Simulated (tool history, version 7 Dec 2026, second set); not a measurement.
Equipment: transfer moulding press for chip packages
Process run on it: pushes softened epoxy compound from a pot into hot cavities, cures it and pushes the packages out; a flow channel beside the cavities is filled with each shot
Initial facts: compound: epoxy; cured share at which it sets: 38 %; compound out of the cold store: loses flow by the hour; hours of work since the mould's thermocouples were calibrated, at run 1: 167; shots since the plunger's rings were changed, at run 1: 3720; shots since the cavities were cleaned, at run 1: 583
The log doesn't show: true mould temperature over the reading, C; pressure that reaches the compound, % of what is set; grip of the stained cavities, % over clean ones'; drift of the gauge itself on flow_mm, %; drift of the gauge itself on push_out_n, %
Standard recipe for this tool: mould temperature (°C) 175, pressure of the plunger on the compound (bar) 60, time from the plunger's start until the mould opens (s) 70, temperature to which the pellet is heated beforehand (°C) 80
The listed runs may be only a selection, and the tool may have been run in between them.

run	day	mould temperature (°C)	pressure of the plunger on the compound (bar)	time from the plunger's start until the mould opens (s)	temperature to which the pellet is heated beforehand (°C)	hours of work since the mould's thermocouples were calibrated	shots since the plunger's rings were changed	shots since the cavities were cleaned	incoming compound's hours out of the cold store	length that the compound runs in the flow channel (mm)	greatest force on the pins that push the packages out (N)
1	0	175	60	70	80	167	3720	583	37.6	486	273
# day 1.058: cavities cleaned with cleaning compound and waxed
# day 2.092: plunger's sealing rings changed
2	2.462	175	57.7	70	80	192	100	349	18.4	505	293
# day 4.371: cavities cleaned with cleaning compound and waxed
3	4.783	175	60	70	80	216	705	110	31.8	500	275
4	6.929	175	60	70	80	239	1281	686	19.2	518	273
# day 7.504: cavities cleaned with cleaning compound and waxed
5	9.467	175	60	70	80	266	1945	527	8.2	522	285
# day 10.721: cavities cleaned with cleaning compound and waxed
6	11.754	175	60	70	80	290	2542	278	15.5	515	281
7	13.533	175	60	70	80	309	3018	754	16.2	515	288
# day 13.983: cavities cleaned with cleaning compound and waxed
8	16.538	175	60	70	80	341	3808	685	14	517	292
# day 17.112: cavities cleaned with cleaning compound and waxed
# day 18.325: plunger's sealing rings changed
9	19.125	175	60	70	80	368	215	512	28.5	501	276
# day 20.542: cavities cleaned with cleaning compound and waxed
10	21.696	175	60	70	80	395	887	309	20.3	515	283
# day 23.758: cavities cleaned with cleaning compound and waxed
11	24.521	175	60	70	80	425	1628	204	19.3	503	281
12	26.458	175	69.3	109	88	446	2148	724	34.3	525	208
# day 26.892: cavities cleaned with cleaning compound and waxed
13	29.25	175	69.3	109	88	475	2880	632	33.2	529	213
# day 30.188: cavities cleaned with cleaning compound and waxed
14	30.738	175	69.3	109	88	491	3262	147	8.1	569	207
15	32.946	171	60	70	80	514	3854	739	38.7	491	344
# day 33.542: cavities cleaned with cleaning compound and waxed
# day 34.533: plunger's sealing rings changed
16	35.712	171	60	70	80	543	317	554	12.5	534	362
# day 36.846: cavities cleaned with cleaning compound and waxed
17	37.642	175	47.3	70	80	563	817	213	46.1	426	281
18	39.233	175	51.8	76	75	580	1244	640	30.6	462	257
# day 40.133: cavities cleaned with cleaning compound and waxed
19	41.346	175	51.8	76	75	602	1794	326	27.4	469	258
# day 43.288: cavities cleaned with cleaning compound and waxed
20	43.425	167	58.3	70	80	624	2335	38	42.3	493	463
21	45.079	169	60	70	80	642	2778	481	15.4	525	439

Below are 5 alternative next runs, each starting from the tool's condition after run 21. Predict each:
# day 46.596: cavities cleaned with cleaning compound and waxed
A	47.146	173	60	107	88	664	3315	148	40.7	?	?
# day 46.596: cavities cleaned with cleaning compound and waxed
B	47.146	170	60	70	80	664	3315	148	29.7	?	?
# day 46.596: cavities cleaned with cleaning compound and waxed
C	47.146	169	60	85	80	664	3315	148	37.4	?	?
# day 46.596: cavities cleaned with cleaning compound and waxed
D	47.146	169	60	81	85	664	3315	148	24.9	?	?
# day 46.596: cavities cleaned with cleaning compound and waxed
E	47.146	180	60	70	78	664	3315	148	20.9	?	?

run	length that the compound runs in the flow channel (mm)	greatest force on the pins that push the packages out (N)
A	490	204
B	501	376
C	496	268
D	508	305
E	505	237
What these runs would have given with no unlogged condition in the tool:
run	length that the compound runs in the flow channel (mm)	greatest force on the pins that push the packages out (N)
A	491	203
B	501	376
C	496	267
D	508	304
E	505	237

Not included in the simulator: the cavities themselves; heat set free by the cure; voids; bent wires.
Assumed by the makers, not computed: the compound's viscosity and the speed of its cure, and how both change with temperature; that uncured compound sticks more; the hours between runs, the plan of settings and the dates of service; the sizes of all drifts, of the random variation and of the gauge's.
